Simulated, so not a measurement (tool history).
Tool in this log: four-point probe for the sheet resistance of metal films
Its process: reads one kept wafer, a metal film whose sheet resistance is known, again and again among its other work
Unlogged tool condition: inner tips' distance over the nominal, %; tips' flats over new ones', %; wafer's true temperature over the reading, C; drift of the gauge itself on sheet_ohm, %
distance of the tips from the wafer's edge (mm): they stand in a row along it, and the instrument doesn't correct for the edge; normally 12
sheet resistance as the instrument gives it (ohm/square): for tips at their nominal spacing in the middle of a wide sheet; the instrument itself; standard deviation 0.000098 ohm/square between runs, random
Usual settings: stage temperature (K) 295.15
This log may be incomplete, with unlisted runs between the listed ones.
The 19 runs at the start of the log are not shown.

run,hour,stage temperature (K),distance of the tips from the wafer's edge (mm),touches since the probe head was changed,hours of work since the stage's thermometer was calibrated,sheet resistance as the instrument gives it (ohm/square)
20,375.3,301.15,12,30939,16,0.488616
21,400.3,301.15,12,31465,28,0.488316
22,426.6,305.15,12,32021,41,0.489401
23,445.1,305.15,12,32410,50,0.489566
24,461.5,308.15,6,32758,58,0.491696
25,485.3,303.15,21,33260,70,0.488473
26,510.5,305.15,20,33790,83,0.488995
27,535.6,305.15,45,34319,95,0.488957
28,560.2,305.15,45,34838,107,0.48905
29,574.1,305.15,7,35131,114,0.490299
30,589.5,305.15,7,35456,122,0.490452
31,612.9,295.15,22,35950,133,0.486433
32,628.3,299.15,32,36274,141,0.487421
33,654.1,299.15,32,36817,154,0.487217
34,681.5,301.15,11,37397,167,0.488483
35,694.2,295.15,27,37664,174,0.486084
36,718.6,295.15,27,38177,186,0.486255
37,744.3,300.15,12,38720,199,0.487899
38,755.8,300.15,12,38964,204,0.488108
39,775.6,300.15,12,39380,214,0.487974
40,799.4,293.15,3,39883,226,0.492873
41,814.4,295.15,4,40199,233,0.490108
42,838.1,295.15,4,40698,245,0.490131

Run 43, settings as shown, results not yet in. Your forecast:
43,851,303.15,4,40971,252,?

Run 43 yielded sheet resistance as the instrument gives it (ohm/square) 0.492485.
With the hidden condition absent and the run-to-run variation left alone, this run would have shown sheet resistance as the instrument gives it (ohm/square) 0.495952.
